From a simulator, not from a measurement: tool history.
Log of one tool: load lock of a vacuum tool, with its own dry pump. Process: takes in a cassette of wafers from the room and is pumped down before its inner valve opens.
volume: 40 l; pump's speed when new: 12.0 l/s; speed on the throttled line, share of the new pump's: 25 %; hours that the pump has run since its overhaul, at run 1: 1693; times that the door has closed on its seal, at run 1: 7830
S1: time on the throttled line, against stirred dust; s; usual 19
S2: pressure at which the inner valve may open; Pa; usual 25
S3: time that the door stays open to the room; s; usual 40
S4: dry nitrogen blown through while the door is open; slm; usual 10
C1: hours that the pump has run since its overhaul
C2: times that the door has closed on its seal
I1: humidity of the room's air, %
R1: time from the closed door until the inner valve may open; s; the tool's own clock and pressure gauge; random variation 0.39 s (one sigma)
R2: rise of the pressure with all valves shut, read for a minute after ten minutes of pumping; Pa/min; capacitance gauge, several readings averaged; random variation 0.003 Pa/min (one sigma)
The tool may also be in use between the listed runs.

run,hour,S1,S2,S3,S4,C1,C2,I1,R1,R2
1,0.0,19,25,40,10,1693,7830,46.2,41.9,0.065
2,284.3,26,25,40,10,1977,8729,40.1,47.4,0.066
3,574.8,19,44,40,10,2268,9647,45.8,40.2,0.069
4,696.8,19,44,40,10,2390,10033,49.8,40.7,0.078
5,969.1,19,44,40,10,2662,10894,44.4,40.4,0.079
6,1090.0,19,44,40,10,2783,11276,49.9,40.8,0.084
7,1339.9,17,25,40,10,3033,12067,43.0,40.9,0.091
8,1471.4,24,25,40,10,3164,12482,43.8,46.6,0.086
9,1739.1,24,25,40,10,3432,13329,41.6,46.2,0.091
10,1916.6,37,26,37,36,3609,13890,44.4,55.7,0.081
11,2158.0,13,18,40,5,3851,14653,49.5,40.1,0.109
12,2366.6,13,18,40,5,4059,15313,48.4,40.3,0.117
13,2589.4,13,18,40,5,4282,16017,46.1,40.0,0.118
14,2788.6,13,18,40,5,4481,16647,46.3,38.9,0.130
15,3044.0,19,44,40,12,4737,17455,47.1,41.2,0.128
16,3171.4,19,44,40,12,4864,17857,45.8,40.9,0.126
17,3363.8,19,44,40,12,5057,18466,44.8,41.3,0.134

4 ways to go on from here, each from the tool as it stands after run 17. What would each give?
A,3518.0,35,39,40,27,5211,18953,46.2,?,?
B,3518.0,19,23,40,8,5211,18953,46.1,?,?
C,3518.0,19,25,40,5,5211,18953,44.4,?,?
D,3518.0,19,44,139,8,5211,18953,45.3,?,?

run,R1,R2
A,53.1,0.124
B,43.4,0.148
C,43.8,0.139
D,40.9,0.184
Without the tool's hidden state the same runs would have given:
run,R1,R2
A,52.4,0.020
B,42.5,0.043
C,42.9,0.035
D,40.1,0.080
